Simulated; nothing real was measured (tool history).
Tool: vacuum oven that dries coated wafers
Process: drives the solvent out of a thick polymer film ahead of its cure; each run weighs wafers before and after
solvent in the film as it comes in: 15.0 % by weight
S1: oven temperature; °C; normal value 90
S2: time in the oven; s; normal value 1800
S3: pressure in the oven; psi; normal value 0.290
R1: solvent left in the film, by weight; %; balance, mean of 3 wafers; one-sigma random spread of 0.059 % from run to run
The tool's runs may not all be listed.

run 1 hour=0.0 | S1=90 S2=1800 S3=0.290 | R1=3.21
run 2 hour=8.9 | S1=90 S2=1800 S3=0.290 | R1=3.33
run 3 hour=28.5 | S1=90 S2=1800 S3=0.290 | R1=3.22
run 4 hour=48.2 | S1=90 S2=1800 S3=0.290 | R1=3.34
run 5 hour=64.4 | S1=90 S2=1800 S3=0.290 | R1=3.27
run 6 hour=83.6 | S1=90 S2=1800 S3=0.290 | R1=3.44
run 7 hour=102.6 | S1=90 S2=1800 S3=0.290 | R1=3.25
run 8 hour=116.2 | S1=90 S2=1800 S3=0.290 | R1=3.33
run 9 hour=135.6 | S1=90 S2=1800 S3=0.290 | R1=3.29
run 10 hour=152.0 | S1=90 S2=1800 S3=0.290 | R1=3.30
run 11 hour=161.5 | S1=90 S2=1800 S3=0.290 | R1=3.29
run 12 hour=176.6 | S1=88 S2=1800 S3=0.290 | R1=3.72
run 13 hour=197.0 | S1=88 S2=1800 S3=0.290 | R1=3.79
run 14 hour=217.9 | S1=90 S2=1800 S3=0.290 | R1=3.30
run 15 hour=233.5 | S1=90 S2=1800 S3=0.290 | R1=3.38
run 16 hour=253.0 | S1=90 S2=1800 S3=0.290 | R1=3.36
run 17 hour=272.0 | S1=90 S2=2700 S3=0.290 | R1=3.01
run 18 hour=284.8 | S1=90 S2=2700 S3=0.290 | R1=3.00
run 19 hour=293.9 | S1=90 S2=2700 S3=0.290 | R1=2.98
run 20 hour=312.5 | S1=90 S2=2580 S3=0.290 | R1=3.02
run 21 hour=326.7 | S1=97 S2=2580 S3=0.290 | R1=2.17
run 22 hour=342.0 | S1=97 S2=2580 S3=0.290 | R1=2.04
run 23 hour=357.3 | S1=97 S2=2580 S3=0.290 | R1=2.21
run 24 hour=372.6 | S1=90 S2=1800 S3=0.290 | R1=3.40
run 25 hour=393.2 | S1=90 S2=1800 S3=0.290 | R1=3.34
run 26 hour=411.2 | S1=90 S2=1800 S3=0.290 | R1=3.46
run 27 hour=423.7 | S1=90 S2=1800 S3=0.290 | R1=3.39
run 28 hour=439.0 | S1=99 S2=2580 S3=1.111 | R1=7.56
run 29 hour=457.4 | S1=104 S2=2400 S3=0.767 | R1=4.38
run 30 hour=476.3 | S1=88 S2=1080 S3=1.157 | R1=12.31
run 31 hour=489.3 | S1=88 S2=1080 S3=1.157 | R1=12.68
run 32 hour=502.6 | S1=90 S2=1440 S3=0.287 | R1=3.97
run 33 hour=516.9 | S1=90 S2=1440 S3=0.287 | R1=3.83
run 34 hour=527.0 | S1=90 S2=2100 S3=1.115 | R1=10.63
run 35 hour=540.8 | S1=105 S2=960 S3=0.247 | R1=1.60

Estimate the outcome of run 36 from the log above:
run 36 hour=560.2 | S1=95 S2=1860 S3=0.247 | R1=?

Run 36 measured R1 2.21 %.
On a tool with no hidden condition, and with the same random variation, this run would have come out at R1 1.97 %.
